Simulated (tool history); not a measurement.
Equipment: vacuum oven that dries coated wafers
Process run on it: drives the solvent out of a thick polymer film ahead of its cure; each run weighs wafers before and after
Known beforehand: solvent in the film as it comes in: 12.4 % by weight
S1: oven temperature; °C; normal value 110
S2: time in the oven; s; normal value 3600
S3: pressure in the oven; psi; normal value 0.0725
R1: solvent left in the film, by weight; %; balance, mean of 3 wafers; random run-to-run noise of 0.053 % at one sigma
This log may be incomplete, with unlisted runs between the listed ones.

run    hour   S1    S2      S3    R1
  1       0  110  3600  0.0725  2.03
  2    51.3  110  3600  0.0725  1.95
  3     102  110  3600  0.0725  1.98
  4   130.4  116  3600  0.0725  1.25
  5   160.4  116  3600  0.0725  1.32
  6   198.2  116  3600  0.0725  1.25
  7   224.8  120  3600  0.0725  0.92
  8   268.6  106  3600  0.0725   2.6
  9     308  110  3600  0.0725  2.09
 10   363.3  110  3600  0.0725  1.97
 11   410.1  110  3600  0.1288  2.36
 12   436.5  110  3600  0.0725  2.02
 13   464.1  119  3600  0.0725  1.11
 14   522.5  119  3840  0.0725   0.9
 15   550.3  106  3600  0.0725  2.63
 16   593.4  106  3600  0.0725  2.75
 17   652.7  106  3600  0.0725  2.69
 18   689.7  106  3600  0.0725  2.77
 19   730.6  106  3600  0.0725  2.75
 20   767.6  110  3600  0.0725  1.95
 21   795.3  110  3600  0.0864  2.13
 22   851.8  110  3600  0.0864  2.16
 23   905.5  114  3600  0.0725  1.58
 24   950.8  114  3600  0.0725  1.49
 25   978.3  110  3600  0.0725  2.09
 26  1009.1  119  4740  0.1117  1.14
     1013.8  -- oven's thermocouples calibrated
 27  1064.9  110  3120  0.0725  2.45
 28  1104.3  110  5580  0.1246  1.64
 29  1139.5  110  5580  0.1246  1.58
 30    1164  110  5580  0.1246  1.62
 31  1217.1  116  2160  0.0719  2.47
     1223.6  -- oven's thermocouples calibrated, once more
 32  1275.8   99  3600  0.0725   4.4
 33    1320   99  3600  0.0725  4.46

Run 34, settings as shown, results not yet in. Your forecast:
 34  1352.8  124  2820  0.0643   ?

{"run 34": {"R1": 1.25}}
The same run, on a tool lacking any hidden state, would have yielded R1 0.73 %.

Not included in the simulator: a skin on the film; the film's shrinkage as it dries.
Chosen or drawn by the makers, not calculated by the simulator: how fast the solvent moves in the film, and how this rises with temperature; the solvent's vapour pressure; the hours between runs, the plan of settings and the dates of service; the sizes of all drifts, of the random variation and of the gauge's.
